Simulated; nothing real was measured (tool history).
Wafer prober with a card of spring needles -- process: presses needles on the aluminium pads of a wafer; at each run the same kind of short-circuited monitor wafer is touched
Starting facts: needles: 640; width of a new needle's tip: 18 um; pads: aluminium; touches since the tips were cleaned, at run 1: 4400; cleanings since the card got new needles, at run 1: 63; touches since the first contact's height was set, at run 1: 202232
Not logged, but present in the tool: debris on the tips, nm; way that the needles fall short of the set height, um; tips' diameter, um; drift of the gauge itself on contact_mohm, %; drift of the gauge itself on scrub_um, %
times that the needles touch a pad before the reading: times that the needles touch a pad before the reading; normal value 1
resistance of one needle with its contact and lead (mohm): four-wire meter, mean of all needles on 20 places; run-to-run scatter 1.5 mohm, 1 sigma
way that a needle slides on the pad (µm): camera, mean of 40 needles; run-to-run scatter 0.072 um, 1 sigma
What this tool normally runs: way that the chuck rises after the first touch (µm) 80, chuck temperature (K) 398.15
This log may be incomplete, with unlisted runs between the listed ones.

| run | hour | way that the chuck rises after the first touch (µm) | chuck temperature (K) | times that the needles touch a pad before the reading | touches since the tips were cleaned | cleanings since the card got new needles | touches since the first contact's height was set | resistance of one needle with its contact and lead (mohm) | way that a needle slides on the pad (µm) |
|---|---|---|---|---|---|---|---|---|---|
| 1 | 0 | 80 | 398.15 | 1 | 4400 | 63 | 202232 | 163 | 16.69 |
|  | 2.4 | tips cleaned on abrasive film |
|  | 7.5 | height of the first contact set anew |
| 2 | 12.1 | 80 | 398.15 | 3 | 4314 | 64 | 2136 | 153 | 17.67 |
|  | 14.8 | tips cleaned on abrasive film |
|  | 26.9 | tips cleaned on abrasive film |
| 3 | 28.1 | 76 | 398.15 | 1 | 551 | 66 | 9361 | 152 | 16.57 |
|  | 39.9 | tips cleaned on abrasive film |
| 4 | 44.4 | 76 | 398.15 | 1 | 2060 | 67 | 16776 | 159 | 16.56 |
|  | 52.9 | tips cleaned on abrasive film |
| 5 | 58.8 | 80 | 398.15 | 1 | 2704 | 68 | 23359 | 160 | 17.53 |
|  | 67.4 | tips cleaned on abrasive film |
| 6 | 73.1 | 80 | 398.15 | 2 | 2612 | 69 | 29873 | 157 | 17.43 |
|  | 79.7 | tips cleaned on abrasive film |
|  | 91.9 | tips cleaned on abrasive film |
| 7 | 91.9 | 80 | 398.15 | 2 | 0 | 71 | 38367 | 148 | 17.51 |
|  | 104.8 | tips cleaned on abrasive film |
| 8 | 104.8 | 80 | 398.15 | 2 | 0 | 72 | 44229 | 146 | 17.33 |
|  | 117.8 | tips cleaned on abrasive film |
| 9 | 119.8 | 82 | 306.15 | 2 | 944 | 73 | 51093 | 137 | 17.75 |
|  | 130.9 | tips cleaned on abrasive film |
| 10 | 132.3 | 62 | 306.15 | 1 | 668 | 74 | 56778 | 149 | 13.41 |
|  | 143.3 | tips cleaned on abrasive film |
| 11 | 152 | 80 | 398.15 | 2 | 3979 | 75 | 65753 | 156 | 17.21 |
|  | 156.5 | tips cleaned on abrasive film |
| 12 | 165.9 | 80 | 366.15 | 1 | 4306 | 76 | 72064 | 160 | 17.31 |
|  | 168.6 | tips cleaned on abrasive film |
|  | 180.9 | tips cleaned on abrasive film |
| 13 | 186.4 | 81 | 390.15 | 1 | 2528 | 78 | 81384 | 160 | 17.41 |
|  | 193.9 | tips cleaned on abrasive film |
| 14 | 203.9 | 85 | 305.15 | 3 | 4585 | 79 | 89360 | 136 | 18.26 |

Alternative continuations, all from the tool just after run 14; predict every row:
|  | 207.1 | tips cleaned on abrasive film |
|  | 219.3 | tips cleaned on abrasive film |
| A | 224.2 | 74 | 398.15 | 1 | 2279 | 81 | 98585 | ? | ? |
|  | 207.1 | tips cleaned on abrasive film |
|  | 219.3 | tips cleaned on abrasive film |
| B | 224.2 | 63 | 398.15 | 1 | 2279 | 81 | 98585 | ? | ? |
|  | 207.1 | tips cleaned on abrasive film |
|  | 219.3 | tips cleaned on abrasive film |
| C | 224.2 | 91 | 305.15 | 3 | 2279 | 81 | 98585 | ? | ? |
|  | 207.1 | tips cleaned on abrasive film |
|  | 219.3 | tips cleaned on abrasive film |
| D | 224.2 | 72 | 350.15 | 2 | 2279 | 81 | 98585 | ? | ? |

| run | resistance of one needle with its contact and lead (mohm) | way that a needle slides on the pad (µm) |
|---|---|---|
| A | 163 | 15.93 |
| B | 171 | 13.47 |
| C | 135 | 19.59 |
| D | 152 | 15.57 |
Without the tool's hidden state the same runs would have given:
| run | resistance of one needle with its contact and lead (mohm) | way that a needle slides on the pad (µm) |
|---|---|---|
| A | 145 | 16.35 |
| B | 147 | 13.89 |
| C | 130 | 20.01 |
| D | 139 | 15.99 |
